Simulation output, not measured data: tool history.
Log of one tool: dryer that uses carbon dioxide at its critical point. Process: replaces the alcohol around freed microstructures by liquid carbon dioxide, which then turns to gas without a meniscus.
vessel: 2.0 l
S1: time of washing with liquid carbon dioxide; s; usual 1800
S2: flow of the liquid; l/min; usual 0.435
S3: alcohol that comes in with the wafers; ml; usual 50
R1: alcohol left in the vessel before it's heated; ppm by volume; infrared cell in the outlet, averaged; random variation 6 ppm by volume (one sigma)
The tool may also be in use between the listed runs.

run     day    S1     S2   S3    R1
  1       0  1800  0.435   50   353
  2   1.054  1800  0.435   50   383
  3   2.092  1800  0.435   50   383
      3.908  -- inlet filter changed
  4   4.454  1800  0.435   50   272
  5   5.846  1800  0.435   50   295
  6   6.971  1800  0.435   50   297
  7   9.038  1800    0.3   50  1050
  8  11.467  1800    0.3   50  1088
  9  12.738  2220  0.519   50   119
 10  15.079  2220  0.519   50   132
 11  16.346  2220  0.519   50   135
 12  17.546  2220  0.519   50   146
 13  19.754  1800  0.454   88   549
 14  22.033  1800  0.435  112   812

5 ways to go on from here, each from the tool as it stands after run 14. What would each give?
  A  23.208  1920  0.435  112   ?
  B  23.208  1800  0.614   52   ?
  C  23.208  1500  0.387   37   ?
  D  23.208  1740  0.435   50   ?
  E  23.208  1320  0.594   50   ?

run   R1
  A  643
  B  173
  C  841
  D  479
  E  441
Without the tool's hidden state the same runs would have given:
run   R1
  A  340
  B   35
  C  535
  D  245
  E  219

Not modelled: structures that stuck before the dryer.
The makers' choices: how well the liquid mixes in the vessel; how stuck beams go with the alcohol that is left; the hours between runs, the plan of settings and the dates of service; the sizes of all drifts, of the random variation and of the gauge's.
